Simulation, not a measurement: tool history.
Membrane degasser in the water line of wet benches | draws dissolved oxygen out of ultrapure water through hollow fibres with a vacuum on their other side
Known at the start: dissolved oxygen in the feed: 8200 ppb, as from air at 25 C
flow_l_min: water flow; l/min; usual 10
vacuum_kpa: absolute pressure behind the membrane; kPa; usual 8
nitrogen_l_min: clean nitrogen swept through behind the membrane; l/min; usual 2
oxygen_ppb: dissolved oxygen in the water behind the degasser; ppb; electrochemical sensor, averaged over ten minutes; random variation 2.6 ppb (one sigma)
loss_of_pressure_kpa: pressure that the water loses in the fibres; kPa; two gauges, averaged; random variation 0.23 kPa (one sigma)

run    hour  flow_l_min  vacuum_kpa  nitrogen_l_min  oxygen_ppb  loss_of_pressure_kpa
  1       0          10           8               2         318                 60.06
  2    97.3          10           8               2       312.3                 60.14
  3   192.8          10           8               2       307.5                 60.76
      387.7  -- seals of the vacuum lines changed
  4   387.7          10           8               2       309.4                  60.5
  5   495.8          10           8               2         312                  60.6
  6   600.1          10           8               2       309.8                 60.15
  7   765.5          10           8            3.61       289.6                 60.36
  8   883.1          10           8               2       318.9                 60.83
  9  1020.9          10           8               2       321.4                 60.42
     1036.8  -- vacuum gauge calibrated
 10    1189          10           8            0.87         395                 60.69
 11  1329.1          10           8            0.87       383.7                 60.66
 12  1438.1          10           8            0.87       388.6                 60.97
 13  1583.8          10           8               2       320.4                 60.86
 14  1752.2          10           8               2       328.9                 61.44
     1885.9  -- vacuum gauge calibrated, once more
 15  1923.9          10           8               2       313.9                 61.17
 16  2037.9          10           8               2       324.1                 61.24
 17  2133.9          13           8            0.93       618.7                 79.46
 18  2307.4           8           8            1.48       214.1                 48.95
 19  2496.7          14       13.36               2       695.6                 85.58
 20  2678.6           6           8            2.51        95.9                 37.01
 21  2820.3           6           8            2.51        94.5                 36.96
     2962.7  -- membrane cartridge changed
 22  3009.2          10       18.86            1.12       523.9                 56.88

Run 23 comes next. What will it give?
 23  3147          10         4.9             5.5           ?                     ?

{"run 23": {"oxygen_ppb": 212.5, "loss_of_pressure_kpa": 56.69}}
Without the tool's hidden state the same run would have given oxygen_ppb 210.8 ppb, loss_of_pressure_kpa 56.62 kPa.
